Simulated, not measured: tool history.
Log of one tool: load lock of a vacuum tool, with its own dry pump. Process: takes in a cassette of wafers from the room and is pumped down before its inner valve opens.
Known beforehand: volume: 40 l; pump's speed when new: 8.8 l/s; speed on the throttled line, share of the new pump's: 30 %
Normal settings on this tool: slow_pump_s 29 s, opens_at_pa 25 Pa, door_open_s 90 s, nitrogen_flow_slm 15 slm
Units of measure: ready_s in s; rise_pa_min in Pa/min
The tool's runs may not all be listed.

| run | hour | slow_pump_s | opens_at_pa | door_open_s | nitrogen_flow_slm | incoming humidity of the room's air, % | ready_s | rise_pa_min |
|---|---|---|---|---|---|---|---|---|
| 1 | 0.0 | 29 | 25 | 90 | 15 | 43.6 | 61.2 | 0.035 |
| 2 | 94.3 | 29 | 25 | 90 | 15 | 43.8 | 61.3 | 0.042 |
| 3 | 251.6 | 29 | 25 | 90 | 15 | 47.6 | 61.7 | 0.044 |
| 4 | 471.2 | 29 | 27 | 90 | 15 | 44.9 | 61.2 | 0.040 |
| 5 | 680.4 | 29 | 25 | 90 | 15 | 45.0 | 61.6 | 0.041 |
| 6 | 853.2 | 29 | 25 | 90 | 15 | 47.9 | 61.4 | 0.045 |
| 7 | 1042.3 | 29 | 25 | 90 | 15 | 45.1 | 60.5 | 0.043 |
| 8 | 1143.9 | 29 | 25 | 90 | 15 | 45.4 | 61.2 | 0.045 |
| 9 | 1294.7 | 29 | 29 | 90 | 15 | 47.9 | 61.2 | 0.045 |
| 10 | 1508.6 | 29 | 29 | 90 | 15 | 46.7 | 61.4 | 0.050 |
| 11 | 1636.9 | 29 | 29 | 90 | 18 | 41.5 | 61.1 | 0.043 |
| 12 | 1865.8 | 29 | 29 | 90 | 18 | 45.0 | 61.0 | 0.042 |
| 13 | 2071.3 | 29 | 29 | 90 | 18 | 46.3 | 60.9 | 0.050 |
| 14 | 2232.1 | 29 | 25 | 90 | 15 | 45.5 | 62.3 | 0.052 |
| 15 | 2342.0 | 29 | 25 | 90 | 15 | 41.9 | 60.9 | 0.044 |
| 16 | 2459.2 | 29 | 25 | 90 | 15 | 45.9 | 62.3 | 0.049 |
| 17 | 2654.0 | 29 | 25 | 90 | 15 | 45.9 | 61.9 | 0.046 |
| 18 | 2757.7 | 31 | 25 | 47 | 8 | 45.6 | 63.5 | 0.045 |
| 19 | 2892.3 | 31 | 25 | 47 | 8 | 46.9 | 62.9 | 0.046 |
| 20 | 3093.7 | 29 | 41 | 171 | 24 | 41.9 | 59.5 | 0.061 |
| 21 | 3215.9 | 29 | 41 | 171 | 24 | 47.0 | 58.6 | 0.063 |
| 22 | 3320.9 | 29 | 41 | 171 | 24 | 45.1 | 59.7 | 0.065 |
| 23 | 3437.1 | 16 | 25 | 50 | 8 | 47.7 | 54.0 | 0.051 |
| 24 | 3562.8 | 16 | 25 | 50 | 8 | 41.9 | 53.4 | 0.052 |
| 25 | 3716.0 | 16 | 30 | 113 | 7 | 42.2 | 52.9 | 0.070 |
| 26 | 3892.3 | 16 | 30 | 113 | 7 | 46.6 | 52.8 | 0.069 |
| 27 | 4051.1 | 50 | 25 | 90 | 15 | 44.5 | 76.1 | 0.056 |
| 28 | 4145.6 | 40 | 25 | 93 | 15 | 45.8 | 69.3 | 0.059 |
| 29 | 4249.4 | 21 | 25 | 30 | 15 | 44.2 | 57.3 | 0.049 |
| 30 | 4400.2 | 46 | 38 | 110 | 11 | 43.5 | 71.1 | 0.070 |
| 31 | 4614.4 | 28 | 39 | 169 | 13 | 46.5 | 60.2 | 0.081 |

Forecast each of these 3 alternatives for the next run:
| A | 4830.2 | 45 | 41 | 146 | 15 | 43.5 | ? | ? |
| B | 4830.2 | 28 | 39 | 169 | 9 | 45.5 | ? | ? |
| C | 4830.2 | 28 | 39 | 171 | 13 | 44.0 | ? | ? |

| run | ready_s | rise_pa_min |
|---|---|---|
| A | 71.0 | 0.074 |
| B | 59.6 | 0.093 |
| C | 59.1 | 0.076 |
Stripped of hidden state, with their random variation kept, the same runs would have yielded:
| run | ready_s | rise_pa_min |
|---|---|---|
| A | 67.6 | 0.046 |
| B | 55.4 | 0.065 |
| C | 54.9 | 0.048 |

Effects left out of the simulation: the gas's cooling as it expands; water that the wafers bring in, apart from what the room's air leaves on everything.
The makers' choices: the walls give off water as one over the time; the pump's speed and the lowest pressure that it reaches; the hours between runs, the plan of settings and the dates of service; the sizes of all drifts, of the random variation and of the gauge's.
